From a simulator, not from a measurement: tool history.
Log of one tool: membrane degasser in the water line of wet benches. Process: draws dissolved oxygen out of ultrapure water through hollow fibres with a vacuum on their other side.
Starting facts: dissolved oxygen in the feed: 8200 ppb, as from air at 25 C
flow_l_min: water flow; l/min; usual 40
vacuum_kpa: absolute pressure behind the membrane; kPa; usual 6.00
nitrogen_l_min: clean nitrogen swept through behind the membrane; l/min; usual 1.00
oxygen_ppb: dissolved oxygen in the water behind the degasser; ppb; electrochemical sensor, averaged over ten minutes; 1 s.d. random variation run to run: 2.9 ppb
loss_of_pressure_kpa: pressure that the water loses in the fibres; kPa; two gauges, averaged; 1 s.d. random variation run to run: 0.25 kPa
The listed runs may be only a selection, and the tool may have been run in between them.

Run 1, hour 0.0: usual settings. Result: oxygen_ppb 292.7 ppb, loss_of_pressure_kpa 67.31 kPa.
Run 2, hour 27.9: usual settings. Result: oxygen_ppb 291.0 ppb, loss_of_pressure_kpa 67.60 kPa.
Run 3, hour 48.3: usual settings but nitrogen_l_min 0.42 l/min. Result: oxygen_ppb 486.0 ppb, loss_of_pressure_kpa 67.87 kPa.
Run 4, hour 96.5: usual settings. Result: oxygen_ppb 298.0 ppb, loss_of_pressure_kpa 67.72 kPa.
Run 5, hour 137.4: usual settings. Result: oxygen_ppb 287.0 ppb, loss_of_pressure_kpa 67.25 kPa.
Run 6, hour 172.2: usual settings. Result: oxygen_ppb 293.0 ppb, loss_of_pressure_kpa 67.79 kPa.
Run 7, hour 210.2: usual settings. Result: oxygen_ppb 293.8 ppb, loss_of_pressure_kpa 67.58 kPa.
Run 8, hour 234.8: usual settings but flow_l_min 51 l/min. Result: oxygen_ppb 373.2 ppb, loss_of_pressure_kpa 85.91 kPa.
Run 9, hour 275.8: usual settings. Result: oxygen_ppb 292.6 ppb, loss_of_pressure_kpa 67.67 kPa.
Run 10, hour 319.3: usual settings but nitrogen_l_min 0.75 l/min. Result: oxygen_ppb 343.9 ppb, loss_of_pressure_kpa 67.76 kPa.
Run 11, hour 354.3: usual settings. Result: oxygen_ppb 295.9 ppb, loss_of_pressure_kpa 67.71 kPa.
Run 12, hour 375.4: usual settings. Result: oxygen_ppb 297.7 ppb, loss_of_pressure_kpa 67.84 kPa.
Run 13, hour 400.7: usual settings. Result: oxygen_ppb 299.3 ppb, loss_of_pressure_kpa 67.28 kPa.
Run 14, hour 421.3: usual settings. Result: oxygen_ppb 293.4 ppb, loss_of_pressure_kpa 67.63 kPa.
Run 15, hour 442.8: usual settings. Result: oxygen_ppb 290.7 ppb, loss_of_pressure_kpa 67.32 kPa.
Run 16, hour 490.5: usual settings but nitrogen_l_min 0.83 l/min. Result: oxygen_ppb 330.5 ppb, loss_of_pressure_kpa 67.91 kPa.
Run 17, hour 517.4: usual settings but vacuum_kpa 8.24 kPa, nitrogen_l_min 0.59 l/min. Result: oxygen_ppb 648.8 ppb, loss_of_pressure_kpa 68.24 kPa.
Run 18, hour 553.7: usual settings but vacuum_kpa 8.24 kPa, nitrogen_l_min 0.59 l/min. Result: oxygen_ppb 632.5 ppb, loss_of_pressure_kpa 67.62 kPa.
Run 19, hour 591.1: usual settings but flow_l_min 54 l/min, vacuum_kpa 8.24 kPa, nitrogen_l_min 0.59 l/min. Result: oxygen_ppb 800.6 ppb, loss_of_pressure_kpa 92.13 kPa.
Run 20, hour 612.9: usual settings but flow_l_min 34 l/min, vacuum_kpa 8.24 kPa, nitrogen_l_min 0.59 l/min. Result: oxygen_ppb 560.9 ppb, loss_of_pressure_kpa 57.33 kPa.
Run 21, hour 660.0: usual settings but flow_l_min 28 l/min, vacuum_kpa 8.77 kPa, nitrogen_l_min 0.59 l/min. Result: oxygen_ppb 531.1 ppb, loss_of_pressure_kpa 47.33 kPa.
Run 22, hour 693.3: usual settings but flow_l_min 28 l/min, vacuum_kpa 8.77 kPa, nitrogen_l_min 0.59 l/min. Result: oxygen_ppb 530.1 ppb, loss_of_pressure_kpa 47.28 kPa.
Run 23, hour 720.4: usual settings but flow_l_min 35 l/min, vacuum_kpa 4.42 kPa, nitrogen_l_min 0.55 l/min. Result: oxygen_ppb 201.5 ppb, loss_of_pressure_kpa 59.26 kPa.
Run 24, hour 743.1: usual settings but flow_l_min 38 l/min, vacuum_kpa 3.64 kPa, nitrogen_l_min 0.79 l/min. Result: oxygen_ppb 115.3 ppb, loss_of_pressure_kpa 64.76 kPa.
Run 25, hour 767.5: usual settings but flow_l_min 35 l/min, vacuum_kpa 9.58 kPa, nitrogen_l_min 0.79 l/min. Result: oxygen_ppb 583.6 ppb, loss_of_pressure_kpa 59.01 kPa.
Run 26, hour 799.4: usual settings but flow_l_min 51 l/min, vacuum_kpa 9.58 kPa, nitrogen_l_min 0.56 l/min. Result: oxygen_ppb 957.7 ppb, loss_of_pressure_kpa 86.32 kPa.
Run 27, hour 842.1: usual settings but flow_l_min 51 l/min, vacuum_kpa 9.58 kPa, nitrogen_l_min 0.56 l/min. Result: oxygen_ppb 967.1 ppb, loss_of_pressure_kpa 86.68 kPa.
Run 28, hour 877.3: usual settings but flow_l_min 51 l/min, vacuum_kpa 9.58 kPa, nitrogen_l_min 0.56 l/min. Result: oxygen_ppb 965.7 ppb, loss_of_pressure_kpa 86.61 kPa.
Run 29, hour 901.0: usual settings but flow_l_min 63 l/min, vacuum_kpa 9.58 kPa, nitrogen_l_min 0.61 l/min. Result: oxygen_ppb 1065.4 ppb, loss_of_pressure_kpa 107.55 kPa.
Run 30, hour 942.1: usual settings but flow_l_min 56 l/min, vacuum_kpa 7.97 kPa, nitrogen_l_min 1.04 l/min. Result: oxygen_ppb 586.5 ppb, loss_of_pressure_kpa 95.08 kPa.
Run 31, hour 979.5: usual settings but flow_l_min 46 l/min, vacuum_kpa 4.59 kPa, nitrogen_l_min 1.04 l/min. Result: oxygen_ppb 219.9 ppb, loss_of_pressure_kpa 77.94 kPa.
Run 32, hour 1021.6: usual settings but flow_l_min 24 l/min, vacuum_kpa 7.93 kPa, nitrogen_l_min 2.27 l/min. Result: oxygen_ppb 147.3 ppb, loss_of_pressure_kpa 40.83 kPa.

Pick out some run-to-run changes in oxygen_ppb. Of each, how much would a tool without hidden state show as well, from the settings, what came in and chance, and how much is left for the hidden state and any gauge scatter not in both results compared?
Hidden state at play: membrane still open, %; true pressure behind the membrane over the reading, kPa; air that leaks in behind the membrane, l/min; drift of the gauge itself on oxygen_ppb, %; drift of the gauge itself on loss_of_pressure_kpa, %.
Run 2 -> 3: nitrogen_l_min 1.00 -> 0.42. oxygen_ppb +195.0 ppb: hidden state +3.2, all else +191.8.
Run 24 -> 25: flow_l_min 38 -> 35, vacuum_kpa 3.64 -> 9.58. oxygen_ppb +468.3 ppb: hidden state -1.5, all else +469.8.
Run 25 -> 26: flow_l_min 35 -> 51, nitrogen_l_min 0.79 -> 0.56. oxygen_ppb +374.1 ppb: hidden state +3.8, all else +370.3.
Run 29 -> 30: flow_l_min 63 -> 56, vacuum_kpa 9.58 -> 7.97, nitrogen_l_min 0.61 -> 1.04. oxygen_ppb -478.9 ppb: hidden state -2.5, all else -476.4.
Run 31 -> 32: flow_l_min 46 -> 24, vacuum_kpa 4.59 -> 7.93, nitrogen_l_min 1.04 -> 2.27. oxygen_ppb -72.6 ppb: hidden state -7.1, all else -65.5.

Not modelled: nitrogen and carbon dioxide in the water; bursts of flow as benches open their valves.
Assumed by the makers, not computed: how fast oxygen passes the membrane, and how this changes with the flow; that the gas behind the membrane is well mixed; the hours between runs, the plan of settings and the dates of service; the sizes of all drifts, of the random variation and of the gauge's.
